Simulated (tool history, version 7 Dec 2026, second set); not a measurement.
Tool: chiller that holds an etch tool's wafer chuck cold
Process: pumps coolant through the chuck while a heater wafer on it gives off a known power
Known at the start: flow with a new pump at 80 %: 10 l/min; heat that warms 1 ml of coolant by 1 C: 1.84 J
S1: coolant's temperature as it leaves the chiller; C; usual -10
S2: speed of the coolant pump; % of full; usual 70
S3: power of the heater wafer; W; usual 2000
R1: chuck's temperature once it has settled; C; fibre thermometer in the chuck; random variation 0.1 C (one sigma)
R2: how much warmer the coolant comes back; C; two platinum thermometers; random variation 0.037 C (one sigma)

| run | hour | S1 | S2 | S3 | R1 | R2 |
|---|---|---|---|---|---|---|
| 1 | 0 | -10 | 70 | 2000 | 14.8 | 7.62 |
| 2 | 31.3 | -10 | 70 | 2000 | 14.9 | 7.64 |
| 3 | 58.7 | -10 | 70 | 2000 | 14.9 | 7.64 |
| 4 | 81.6 | -10 | 70 | 2000 | 14.9 | 7.61 |
| 5 | 127.5 | -10 | 81 | 2000 | 12.1 | 6.62 |
| 6 | 154.7 | -10 | 70 | 2000 | 15.1 | 7.65 |
| 7 | 202.5 | -10 | 70 | 1210 | 5.3 | 4.68 |
| 8 | 252.6 | -10 | 70 | 1210 | 5.3 | 4.58 |
| 9 | 299.5 | -10 | 70 | 2000 | 15.3 | 7.65 |
| 10 | 329.1 | -10 | 70 | 2000 | 15.2 | 7.65 |
| 11 | 361.5 | -10 | 70 | 2271 | 18.6 | 8.65 |
| 12 | 387.1 | -11 | 70 | 1059 | 2.4 | 4.04 |
| 13 | 437.4 | -11 | 70 | 1059 | 2.5 | 4.09 |
| 14 | 480.2 | -13 | 70 | 2000 | 12.3 | 7.62 |
| 15 | 504 | -7 | 70 | 1769 | 15.5 | 6.76 |
| 16 | 548.1 | -11 | 99 | 1023 | -1.3 | 2.78 |
| 17 | 586.8 | -11 | 99 | 1023 | -1.1 | 2.8 |
| 18 | 635.3 | -13 | 68 | 2541 | 19.8 | 10.02 |
| 19 | 675.8 | -17 | 61 | 1207 | 0.3 | 5.3 |

4 ways to go on from here, each from the tool as it stands after run 19. What would each give?
| A | 716.5 | -3 | 61 | 1539 | ? | ? |
| B | 716.5 | -17 | 61 | 2050 | ? | ? |
| C | 716.5 | -5 | 61 | 1933 | ? | ? |
| D | 716.5 | -5 | 61 | 1207 | ? | ? |

| run | R1 | R2 |
|---|---|---|
| A | 19 | 6.65 |
| B | 12.4 | 9 |
| C | 22.8 | 8.54 |
| D | 12.3 | 5.27 |
Without the tool's hidden state the same runs would have given:
| run | R1 | R2 |
|---|---|---|
| A | 14.6 | 6.46 |
| B | 6.6 | 8.75 |
| C | 17.3 | 8.3 |
| D | 8.7 | 5.12 |
